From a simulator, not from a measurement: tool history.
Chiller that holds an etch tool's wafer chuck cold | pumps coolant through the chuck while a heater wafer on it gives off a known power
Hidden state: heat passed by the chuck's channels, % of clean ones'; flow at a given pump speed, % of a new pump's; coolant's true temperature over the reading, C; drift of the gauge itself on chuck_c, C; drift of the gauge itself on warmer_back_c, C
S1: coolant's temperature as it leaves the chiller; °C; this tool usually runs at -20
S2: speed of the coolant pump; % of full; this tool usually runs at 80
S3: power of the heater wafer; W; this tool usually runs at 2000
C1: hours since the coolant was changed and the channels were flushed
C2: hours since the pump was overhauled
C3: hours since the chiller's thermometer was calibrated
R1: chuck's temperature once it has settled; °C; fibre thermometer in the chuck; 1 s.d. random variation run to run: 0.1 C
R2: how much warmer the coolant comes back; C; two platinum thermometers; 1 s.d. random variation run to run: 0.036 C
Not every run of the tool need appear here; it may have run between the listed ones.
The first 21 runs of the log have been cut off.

run    hour   S1  S2    S3    C1    C2    C3     R1    R2
 22  1082.6  -11  79  1237  3408  2123  1448    0.2  4.48
 23  1127.4  -27  88  1716  3453  2167  1493  -12.9  5.55
 24  1180.3  -27  88  1716  3505  2220  1546  -12.9  5.56
 25  1238.3  -27  88  1716  3563  2278  1604  -12.5  5.54
 26  1303.8  -12  99  2587  3629  2344  1669    7.4  7.34
 27  1362.2  -23  77  2000  3687  2402  1728   -3.9  7.47
 28  1417.4  -30  62  2000  3742  2457  1783   -7.0  9.50
 29  1473.2  -25  80  2188  3798  2513  1839   -4.8  7.79
 30  1520.9  -10  75  1832  3846  2561  1886    7.9  7.00
 31  1589.6  -20  82  2315  3915  2630  1955    0.7  8.11

Alternative continuations, all from the tool just after run 31; predict every row:
  A  1634.1  -18  91  1842  3959  2674  2000   ?   ?
  B  1634.1  -18  80  2314  3959  2674  2000   ?   ?
  C  1634.1  -16  65  2262  3959  2674  2000   ?   ?
  D  1634.1  -20  73  2315  3959  2674  2000   ?   ?

run    R1     R2
  A  -3.1   5.77
  B   3.1   8.33
  C   9.3  10.11
  D   3.3   9.12
Without the tool's hidden state the same runs would have given:
run    R1    R2
  A  -4.4  5.57
  B   1.3  8.03
  C   7.1  9.76
  D   1.3  8.80
